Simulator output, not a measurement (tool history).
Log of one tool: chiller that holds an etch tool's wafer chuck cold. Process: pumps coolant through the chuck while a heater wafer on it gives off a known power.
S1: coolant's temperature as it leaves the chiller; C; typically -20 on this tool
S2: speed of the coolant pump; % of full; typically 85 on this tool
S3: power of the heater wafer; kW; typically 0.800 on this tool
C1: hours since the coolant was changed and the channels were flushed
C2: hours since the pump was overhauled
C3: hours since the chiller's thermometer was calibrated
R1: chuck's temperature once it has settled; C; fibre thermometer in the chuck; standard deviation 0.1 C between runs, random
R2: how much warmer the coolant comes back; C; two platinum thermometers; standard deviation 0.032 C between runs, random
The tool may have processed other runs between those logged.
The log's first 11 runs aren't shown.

run	day	S1	S2	S3	C1	C2	C3	R1	R2
12	29.775	-20	90	0.800	5982	1437	4234	-12.8	3.37
13	32.892	-20	90	0.800	6057	1512	4309	-12.8	3.43
14	35.588	-20	90	0.800	6122	1576	4374	-12.9	3.38
15	37.450	-20	90	0.800	6167	1621	4418	-12.8	3.35
16	40.442	-20	90	0.800	6238	1693	4490	-12.8	3.38
17	43.062	-22	85	1.153	6301	1756	4553	-11.4	5.20
18	45.933	-22	85	1.153	6370	1825	4622	-11.0	5.20
19	48.538	-22	75	1.153	6433	1887	4684	-10.0	5.98
20	51.367	-20	83	0.578	6501	1955	4752	-14.3	2.72
21	53.367	-20	83	0.578	6549	2003	4800	-14.4	2.71
22	55.762	-25	62	0.409	6606	2060	4858	-19.9	2.63
# day 56.046: chiller's thermometer calibrated
23	57.917	-25	62	0.409	6657	2111	45	-19.8	2.59
24	61.450	-29	85	0.520	6742	2196	130	-23.7	2.33
# day 62.438: chiller's thermometer calibrated, once more
25	64.042	-20	61	0.800	6803	2257	38	-10.4	5.18
26	66.792	-20	61	0.800	6869	2323	105	-10.5	5.11
27	68.888	-20	61	0.800	6919	2373	155	-10.3	5.14
28	71.012	-20	65	0.423	6970	2424	206	-15.2	2.53
29	73.929	-20	65	0.423	7040	2494	276	-15.0	2.50
30	75.825	-20	89	0.543	7086	2540	321	-15.0	2.40
31	78.858	-20	89	0.543	7158	2613	394	-14.9	2.33

Consider 3 possible next runs. They are alternatives, not a sequence: every one starts from the tool as it was left by run 31. What does each give?
A	80.708	-25	89	0.543	7203	2657	438	?	?
B	80.708	-20	98	0.543	7203	2657	438	?	?
C	80.708	-10	66	0.891	7203	2657	438	?	?

run	R1	R2
A	-20.1	2.33
B	-15.1	2.14
C	0.2	5.28
Without the tool's unlogged condition, the same runs would have read:
run	R1	R2
A	-20.8	2.24
B	-15.8	2.06
C	-1.2	5.08

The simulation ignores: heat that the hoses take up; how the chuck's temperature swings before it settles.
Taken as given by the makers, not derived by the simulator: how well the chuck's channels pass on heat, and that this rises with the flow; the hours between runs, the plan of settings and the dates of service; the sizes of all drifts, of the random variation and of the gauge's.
